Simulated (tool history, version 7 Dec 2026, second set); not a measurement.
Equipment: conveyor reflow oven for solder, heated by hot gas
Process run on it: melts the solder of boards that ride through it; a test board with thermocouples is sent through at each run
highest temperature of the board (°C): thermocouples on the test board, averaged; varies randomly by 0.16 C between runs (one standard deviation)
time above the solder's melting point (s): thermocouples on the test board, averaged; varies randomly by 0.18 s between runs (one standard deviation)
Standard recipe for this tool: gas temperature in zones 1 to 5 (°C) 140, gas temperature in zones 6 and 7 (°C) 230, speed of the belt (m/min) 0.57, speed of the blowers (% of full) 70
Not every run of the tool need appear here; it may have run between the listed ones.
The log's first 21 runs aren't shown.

run,day,gas temperature in zones 1 to 5 (°C),gas temperature in zones 6 and 7 (°C),speed of the belt (m/min),speed of the blowers (% of full),highest temperature of the board (°C),time above the solder's melting point (s)
22,23.283,140,242,0.659,51,214.4,52.3
23,24.521,140,242,0.659,65,218.3,56.1
# day 24.817: flux residue cleaned out of gas plates and filters
24,25.925,131,237,0.659,52,209.3,44.7
25,27.221,131,237,0.659,52,208.9,44.6
26,27.788,131,237,0.659,52,209.2,44.3
27,28.575,139,227,0.493,51,211.4,69.6
28,29.742,139,227,0.493,51,211.6,69.9
29,30.7,139,227,0.493,51,211.6,69.9
30,31.579,140,240,0.619,51,215.1,57.2

Below are 3 alternative next runs, each starting from the tool's condition after run 30. Predict each:
A,32.7,128,226,0.607,70,?,?
B,32.7,139,236,0.619,66,?,?
C,32.7,144,236,0.658,51,?,?

run,highest temperature of the board (°C),time above the solder's melting point (s)
A,206.5,46.2
B,215.6,58.1
C,210.5,50.7
Without the tool's unlogged condition, the same runs would have read:
run,highest temperature of the board (°C),time above the solder's melting point (s)
A,209,48.2
B,218.1,59
C,212.5,51.7
